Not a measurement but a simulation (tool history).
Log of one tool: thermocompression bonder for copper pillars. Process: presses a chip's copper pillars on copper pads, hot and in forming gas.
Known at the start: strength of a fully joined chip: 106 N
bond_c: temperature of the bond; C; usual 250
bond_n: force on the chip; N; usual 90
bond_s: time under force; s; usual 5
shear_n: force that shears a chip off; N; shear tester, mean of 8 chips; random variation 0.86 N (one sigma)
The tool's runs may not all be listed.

| run | hour | bond_c | bond_n | bond_s | shear_n |
|---|---|---|---|---|---|
| 1 | 0 | 250 | 90 | 5 | 71.1 |
| 2 | 19.1 | 250 | 90 | 5 | 70.4 |
| 3 | 38.4 | 250 | 90 | 5 | 71 |
| 4 | 55.7 | 250 | 90 | 5 | 71.7 |
| 5 | 71.7 | 250 | 90 | 5 | 71.8 |
| 6 | 95.2 | 250 | 69 | 5 | 61.4 |
| 7 | 111.2 | 250 | 69 | 5 | 61.7 |
| 8 | 133.8 | 250 | 69 | 5 | 63.2 |
| 9 | 146.1 | 250 | 69 | 5 | 61.3 |
| 10 | 168.4 | 250 | 69 | 5 | 60.2 |
| 11 | 178.9 | 273 | 69 | 5 | 79.9 |
| 12 | 192.3 | 250 | 113 | 5 | 78.9 |
|  | 202.8 | forming gas filter changed |
| 13 | 208.2 | 250 | 113 | 5 | 81.2 |
| 14 | 226.7 | 250 | 113 | 5 | 80.8 |
| 15 | 241.7 | 250 | 113 | 5 | 81.7 |
| 16 | 258.2 | 250 | 113 | 5 | 80.8 |
| 17 | 277.2 | 266 | 90 | 5 | 87.3 |
| 18 | 300.4 | 220 | 90 | 5 | 46.3 |
| 19 | 321 | 220 | 90 | 5 | 46.8 |
| 20 | 338.7 | 263 | 90 | 5 | 83.8 |

Forecast run 21:
| 21 | 348.9 | 274 | 121 | 5 | ? |

Run 21 gave shear_n 97.6 N.
Without the tool's hidden state the same run would have given shear_n 96.9 N.
